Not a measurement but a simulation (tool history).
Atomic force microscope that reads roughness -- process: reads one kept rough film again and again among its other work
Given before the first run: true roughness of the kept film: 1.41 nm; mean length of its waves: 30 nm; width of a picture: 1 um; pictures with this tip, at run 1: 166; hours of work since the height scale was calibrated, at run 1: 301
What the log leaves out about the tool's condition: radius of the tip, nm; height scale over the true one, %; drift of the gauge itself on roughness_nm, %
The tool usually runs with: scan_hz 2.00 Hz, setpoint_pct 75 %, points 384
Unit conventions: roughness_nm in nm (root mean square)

run	hour	scan_hz	setpoint_pct	points	pictures with this tip	hours of work since the height scale was calibrated	roughness_nm
1	0.0	2.00	75	384	166	301	1.184
2	12.4	2.00	75	662	185	307	1.191
3	23.0	2.00	67	662	201	313	1.242
4	36.2	2.00	67	662	220	320	1.244
# hour 47.5: new tip fitted
5	47.5	2.00	82	662	0	326	1.130
6	60.9	0.55	75	384	20	334	1.298
7	71.2	0.56	75	384	35	339	1.280
8	91.0	1.84	75	384	65	350	1.191
9	101.7	1.84	75	384	81	356	1.185
10	115.9	1.84	75	384	102	364	1.181
11	126.3	1.84	75	384	118	370	1.190
12	142.8	0.64	71	372	143	379	1.298

The next listed run, before its measurement:
13	163.4	2.41	63	269	174	390	?

{"run 13": {"roughness_nm": 1.224}}
With no hidden state in the tool, this same run would have given roughness_nm 1.227 nm (root mean square).
